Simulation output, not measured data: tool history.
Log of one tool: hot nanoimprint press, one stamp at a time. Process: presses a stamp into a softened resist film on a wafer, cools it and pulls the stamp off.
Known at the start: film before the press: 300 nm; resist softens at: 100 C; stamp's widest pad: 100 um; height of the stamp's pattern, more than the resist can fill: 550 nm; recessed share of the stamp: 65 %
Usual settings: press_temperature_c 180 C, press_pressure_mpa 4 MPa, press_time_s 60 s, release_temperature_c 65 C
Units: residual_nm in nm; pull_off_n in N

run	hour	press_temperature_c	press_pressure_mpa	press_time_s	release_temperature_c	residual_nm	pull_off_n
1	0	180	4	60	65	153.3	154
2	33	180	4	60	65	152.5	156
3	58.4	180	4	60	65	153.9	161
# hour 73.5: stamp cleaned and given a new release coat
4	85.1	180	4	60	65	155	136
5	103.9	180	4	48	65	164.3	140
6	121.7	180	4	48	65	167.7	135
7	158.7	180	4	86	65	136.9	150
8	185.2	180	4	60	73	154.3	121
9	210.4	180	4	60	73	156.1	122
10	225.5	180	4	60	73	157.8	124
11	255.7	180	4	60	65	156.5	160
12	283.4	180	4	60	65	157	159
# hour 295: stamp cleaned and given a new release coat
13	315.7	180	4	60	65	157.7	139
# hour 341.5: plate thermocouple calibrated
14	343.9	180	4	60	65	152.3	133
15	375	180	4	60	65	152.4	141
16	408.2	180	4	60	65	152.7	145
17	442.3	180	4	60	65	156	155
18	468.4	183	3.53	92	56	129	193
19	486.4	180	5.65	60	65	131.8	151
20	508.1	180	5.65	91	65	114.6	158
# hour 519.6: stamp cleaned and given a new release coat
21	549.5	180	5.65	91	65	116.3	136
22	577.4	173	5.65	91	65	146.8	139
23	593.5	173	5.65	91	65	146.4	144
24	625.5	180	4	60	56	157.5	180
25	648.9	169	4	43	55	228.9	189
26	678.9	180	4	60	56	156.9	191

5 ways to go on from here, each from the tool as it stands after run 26. What would each give?
A	714.9	178	4	34	52	?	?
B	714.9	172	4	60	71	?	?
C	714.9	180	4.89	60	61	?	?
D	714.9	188	4	60	65	?	?
E	714.9	185	4	36	60	?	?

run	residual_nm	pull_off_n
A	195.9	214
B	198	141
C	146.7	179
D	124.2	155
E	161.7	176
Without the tool's hidden state the same runs would have given:
run	residual_nm	pull_off_n
A	186.9	173
B	188.7	113
C	137	145
D	116.9	125
E	153.1	142

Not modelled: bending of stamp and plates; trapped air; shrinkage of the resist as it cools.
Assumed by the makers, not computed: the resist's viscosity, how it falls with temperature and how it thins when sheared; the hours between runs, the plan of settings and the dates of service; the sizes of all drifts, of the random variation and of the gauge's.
